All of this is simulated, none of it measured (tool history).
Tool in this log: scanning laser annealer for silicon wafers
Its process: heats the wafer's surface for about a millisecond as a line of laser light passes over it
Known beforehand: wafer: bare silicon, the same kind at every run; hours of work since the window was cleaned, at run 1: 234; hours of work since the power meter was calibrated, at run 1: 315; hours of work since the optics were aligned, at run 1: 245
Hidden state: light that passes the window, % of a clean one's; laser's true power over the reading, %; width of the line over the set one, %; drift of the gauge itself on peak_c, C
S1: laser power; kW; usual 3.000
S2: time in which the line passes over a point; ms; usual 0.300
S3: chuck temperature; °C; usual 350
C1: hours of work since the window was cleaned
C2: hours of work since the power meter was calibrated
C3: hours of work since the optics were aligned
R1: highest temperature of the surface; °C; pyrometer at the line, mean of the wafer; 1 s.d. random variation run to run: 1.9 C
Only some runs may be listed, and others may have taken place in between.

run   hour     S1     S2   S3   C1   C2   C3    R1
  1    0.0  3.000  0.300  350  234  315  245  1073
  2    7.7  3.000  0.300  350  240  321  251  1074
  3   18.4  3.000  0.300  341  248  330  259  1063
  4   28.9  3.160  0.300  350  257  338  268  1124
  5   36.3  3.160  0.300  350  262  344  273  1126
  6   45.2  3.160  0.300  350  270  351  280  1123
  7   55.6  3.160  0.300  350  278  359  289  1122
  8   67.5  3.000  0.300  315  287  369  298  1034
  9   74.4  3.000  0.300  350  293  374  303  1070
 10   86.1  3.000  0.300  350  302  383  313  1068
 11   92.2  3.000  0.300  350  307  388  318  1067
 12  100.5  3.000  0.350  350  313  395  324  1124
 13  109.3  3.000  0.350  350  320  402  331  1124
 14  120.0  3.000  0.350  350  329  410  339  1127
 15  126.8  3.000  0.350  350  334  415  345  1121
 16  139.6  3.000  0.350  350  344  426  355  1123
 17  150.9  3.000  0.350  350  353  434  364  1123
 18  160.1  3.000  0.350  350  360  442  371  1125
 19  170.7  3.000  0.350  350  369  450  380  1121
 20  178.4  2.805  0.300  350  375  456  386  1001
 21  186.2  2.827  0.352  317  381  462  392  1031
 22  195.3  3.000  0.229  362  388  470  399   981
 23  206.1  3.000  0.296  324  397  478  407  1029
 24  214.2  2.760  0.354  332  403  485  414  1023
 25  222.1  2.760  0.354  332  409  491  420  1026
 26  232.2  2.660  0.223  340  417  499  428   859
 27  242.2  2.660  0.223  340  425  507  436   856
 28  250.9  2.642  0.279  347  432  513  443   923
 29  262.4  2.601  0.255  365  441  523  452   904
 30  268.9  3.045  0.238  327  446  528  457   966
 31  277.2  2.783  0.300  358  453  534  464   992
 32  286.8  2.783  0.300  358  460  542  471   995
 33  293.3  3.000  0.237  350  465  547  476   976
 34  299.6  3.000  0.237  350  470  552  481   970
 35  309.1  3.000  0.237  350  478  559  489   974
 36  316.9  3.000  0.365  350  484  566  495  1126
 37  326.3  3.000  0.332  327  491  573  502  1067
 38  339.2  2.960  0.276  327  502  583  513   990
 39  350.2  2.698  0.276  326  510  592  521   908
 40  361.4  2.698  0.276  326  519  601  530   911

Here are 5 independent what-if runs from the current tool condition. What would each one return?
  A  367.4  2.620  0.300  350  524  605  535   ?
  B  367.4  2.616  0.276  344  524  605  535   ?
  C  367.4  3.112  0.276  326  524  605  535   ?
  D  367.4  3.187  0.342  350  524  605  535   ?
  E  367.4  3.000  0.245  350  524  605  535   ?

run    R1
  A   934
  B   904
  C  1028
  D  1158
  E   981
Without the tool's unlogged condition, the same runs would have read:
run    R1
  A   974
  B   942
  C  1076
  D  1213
  E  1024
